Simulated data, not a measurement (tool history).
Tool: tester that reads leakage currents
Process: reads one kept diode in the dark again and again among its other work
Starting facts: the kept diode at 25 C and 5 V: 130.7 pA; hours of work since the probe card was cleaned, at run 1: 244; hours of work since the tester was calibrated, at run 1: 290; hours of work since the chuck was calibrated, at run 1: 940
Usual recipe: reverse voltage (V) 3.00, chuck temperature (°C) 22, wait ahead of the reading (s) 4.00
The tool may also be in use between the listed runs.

run,hour,reverse voltage (V),chuck temperature (°C),wait ahead of the reading (s),hours of work since the probe card was cleaned,hours of work since the tester was calibrated,hours of work since the chuck was calibrated,current that the tester gives (pA)
1,0.0,3.00,22,4.00,244,290,940,79.16
2,20.6,3.00,22,4.00,258,304,954,79.65
3,43.6,3.00,22,4.00,274,320,969,79.62
4,69.3,3.00,22,4.00,291,337,987,79.70
5,92.6,3.00,22,4.60,307,353,1003,80.07
6,125.6,3.00,22,4.60,330,376,1025,80.53
7,145.2,2.72,22,4.00,343,389,1038,76.15
8,172.0,2.72,22,4.00,361,407,1057,75.90
9,209.0,2.72,22,4.00,386,432,1082,75.91
10,230.0,1.72,22,4.00,400,447,1096,59.75
11,255.6,1.72,22,4.00,418,464,1113,59.44
12,273.1,1.72,22,4.00,430,476,1125,59.18
13,294.9,1.72,22,4.00,445,491,1140,59.58
14,315.1,1.72,22,4.00,458,504,1154,59.58
15,346.6,1.72,22,4.00,480,526,1175,59.85
16,365.1,3.00,22,4.00,492,538,1188,80.73
# hour 369.9: probe card cleaned and baked
17,385.6,3.00,22,4.00,11,550,1200,81.17
18,417.7,3.00,22,4.00,32,572,1221,81.59
# hour 431.3: probe card cleaned and baked, once more
19,453.3,3.00,51,4.00,15,594,1244,906.72
20,482.4,3.00,51,4.00,35,614,1263,907.11
21,517.8,3.00,20,9.39,59,638,1287,66.54
22,554.8,12.73,28,4.00,84,663,1313,300.03
23,574.8,12.73,28,4.00,97,677,1326,302.47
24,614.1,12.73,28,4.00,124,703,1353,301.56
25,648.9,3.29,34,1.83,148,727,1376,243.50
26,681.9,2.70,30,2.09,170,750,1399,155.89
27,709.4,8.35,38,4.00,189,768,1418,565.66
28,726.3,3.00,22,1.36,200,780,1429,81.54
29,759.4,1.87,39,0.69,223,802,1452,274.70
30,776.4,6.97,28,4.00,234,814,1463,219.46
31,795.6,4.38,36,3.20,247,827,1476,337.24
32,828.7,2.22,39,2.41,270,849,1499,302.05
33,849.2,2.22,46,0.75,284,863,1513,526.52
34,890.1,2.22,46,0.75,312,891,1540,525.03
35,921.9,2.22,46,0.75,333,912,1562,527.27
36,943.8,2.22,53,8.36,348,927,1577,903.45
37,961.6,2.22,53,8.36,360,939,1589,904.19
38,988.7,3.00,22,1.77,379,958,1607,82.54
39,1027.5,19.57,22,1.77,405,984,1634,231.73
40,1063.2,19.57,22,4.60,429,1009,1658,227.99

Consider 4 possible next runs. They are alternatives, not a sequence: every one starts from the tool as it was left by run 40. What does each give?
A,1089.2,1.01,38,0.37,447,1026,1675,?
B,1089.2,19.57,40,0.99,447,1026,1675,?
C,1089.2,3.00,23,4.00,447,1026,1675,?
D,1089.2,3.00,22,2.28,447,1026,1675,?

run,current that the tester gives (pA)
A,183.13
B,1065.72
C,90.17
D,82.34
What these runs would have given with no unlogged condition in the tool:
run,current that the tester gives (pA)
A,171.37
B,995.27
C,83.28
D,75.98

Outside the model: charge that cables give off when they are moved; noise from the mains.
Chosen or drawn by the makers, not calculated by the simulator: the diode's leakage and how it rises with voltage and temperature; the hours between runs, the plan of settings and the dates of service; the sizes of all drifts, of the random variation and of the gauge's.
